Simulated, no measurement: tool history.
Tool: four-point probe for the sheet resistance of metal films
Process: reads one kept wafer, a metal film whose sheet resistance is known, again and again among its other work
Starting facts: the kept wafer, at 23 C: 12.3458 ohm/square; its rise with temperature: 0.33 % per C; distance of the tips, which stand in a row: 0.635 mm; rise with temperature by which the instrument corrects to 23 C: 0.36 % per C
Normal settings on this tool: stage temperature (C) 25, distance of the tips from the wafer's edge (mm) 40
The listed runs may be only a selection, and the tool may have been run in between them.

run,hour,stage temperature (C),distance of the tips from the wafer's edge (mm),sheet resistance as the instrument gives it (ohm/square)
1,0,25,40,12.38966
2,40.6,25,40,12.392044
3,119.4,25,25,12.395443
4,188.6,25,25,12.394293
5,283.2,25,25,12.396826
6,354.7,25,25,12.400506
7,421.3,25,25,12.405096
8,470.9,23,40,12.410166
9,544.7,23,40,12.40714
10,624.5,23,40,12.411846
11,669.3,25,3,12.693366
12,711.6,25,3,12.694895
13,759.6,26,40,12.399596
14,859.6,26,40,12.403339
15,917.3,26,42,12.406395
16,1004.9,26,42,12.409016
17,1059.1,26,42,12.407141
18,1106.6,26,28,12.412702
19,1179.5,26,28,12.407399
20,1247.7,26,28,12.41253
21,1318,26,28,12.415302
22,1359.1,26,28,12.419377
23,1438.8,26,28,12.413931
24,1488.8,22,12,12.445925
25,1555,19,74,12.438097
26,1627.2,23,13,12.4402
27,1668.9,27,18,12.423099
# hour 1677.3: new probe head fitted
28,1713,23,19,12.340272
29,1756.7,21,12,12.361101
30,1816.1,21,12,12.359261
31,1900.3,19,18,12.357724
32,1988.9,22,4,12.506571
33,2073.6,22,4,12.509464
34,2160.7,22,4,12.510145
35,2249.5,33,9,12.34738
36,2302.6,26,6,12.406752

Forecast run 37:
37,2399.5,33,18,?

sheet resistance as the instrument gives it (ohm/square): 12.326499
With no hidden state in the tool, this same run would have given sheet resistance as the instrument gives it (ohm/square) 12.324612.

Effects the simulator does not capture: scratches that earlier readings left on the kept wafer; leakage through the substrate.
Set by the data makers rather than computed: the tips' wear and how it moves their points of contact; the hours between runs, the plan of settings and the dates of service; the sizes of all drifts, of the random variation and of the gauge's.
